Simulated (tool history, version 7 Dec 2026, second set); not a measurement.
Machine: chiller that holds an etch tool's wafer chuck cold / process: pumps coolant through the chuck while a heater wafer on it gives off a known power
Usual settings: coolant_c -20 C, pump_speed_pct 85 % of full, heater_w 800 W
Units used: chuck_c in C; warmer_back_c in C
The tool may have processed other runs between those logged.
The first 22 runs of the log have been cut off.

{"run": 23, "hour": 2325.8, "coolant_c": -16, "pump_speed_pct": 85, "heater_w": 800, "chuck_c": -9.3, "warmer_back_c": 3.38}
{"run": 24, "hour": 2452.4, "coolant_c": -16, "pump_speed_pct": 85, "heater_w": 800, "chuck_c": -9.5, "warmer_back_c": 3.32}
{"run": 25, "hour": 2583.0, "coolant_c": -16, "pump_speed_pct": 85, "heater_w": 800, "chuck_c": -9.4, "warmer_back_c": 3.36}
{"run": 26, "hour": 2660.4, "coolant_c": -16, "pump_speed_pct": 85, "heater_w": 800, "chuck_c": -9.4, "warmer_back_c": 3.33}
{"run": 27, "hour": 2746.6, "coolant_c": -20, "pump_speed_pct": 93, "heater_w": 800, "chuck_c": -14.0, "warmer_back_c": 3.08}
{"hour": 2766.4, "done": "coolant changed, channels flushed"}
{"run": 28, "hour": 2891.3, "coolant_c": -20, "pump_speed_pct": 93, "heater_w": 800, "chuck_c": -14.0, "warmer_back_c": 3.14}
{"run": 29, "hour": 2971.2, "coolant_c": -20, "pump_speed_pct": 78, "heater_w": 561, "chuck_c": -14.7, "warmer_back_c": 2.55}
{"run": 30, "hour": 3110.3, "coolant_c": -25, "pump_speed_pct": 65, "heater_w": 495, "chuck_c": -19.7, "warmer_back_c": 2.74}
{"run": 31, "hour": 3239.6, "coolant_c": -28, "pump_speed_pct": 65, "heater_w": 495, "chuck_c": -22.8, "warmer_back_c": 2.73}
{"run": 32, "hour": 3386.6, "coolant_c": -20, "pump_speed_pct": 89, "heater_w": 1133, "chuck_c": -11.1, "warmer_back_c": 4.57}

Branching from run 32: 3 alternative next runs. What would each branch give?
{"run": "A", "hour": 3480.0, "coolant_c": -20, "pump_speed_pct": 90, "heater_w": 1133, "chuck_c": "?", "warmer_back_c": "?"}
{"run": "B", "hour": 3480.0, "coolant_c": -23, "pump_speed_pct": 64, "heater_w": 1133, "chuck_c": "?", "warmer_back_c": "?"}
{"run": "C", "hour": 3480.0, "coolant_c": -17, "pump_speed_pct": 92, "heater_w": 597, "chuck_c": "?", "warmer_back_c": "?"}

run=A chuck_c=-11.0 warmer_back_c=4.44
run=B chuck_c=-11.1 warmer_back_c=6.34
run=C chuck_c=-12.6 warmer_back_c=2.37
Had the tool no hidden state, the same runs would have come out as:
run=A chuck_c=-11.1 warmer_back_c=4.44
run=B chuck_c=-11.2 warmer_back_c=6.33
run=C chuck_c=-12.6 warmer_back_c=2.37

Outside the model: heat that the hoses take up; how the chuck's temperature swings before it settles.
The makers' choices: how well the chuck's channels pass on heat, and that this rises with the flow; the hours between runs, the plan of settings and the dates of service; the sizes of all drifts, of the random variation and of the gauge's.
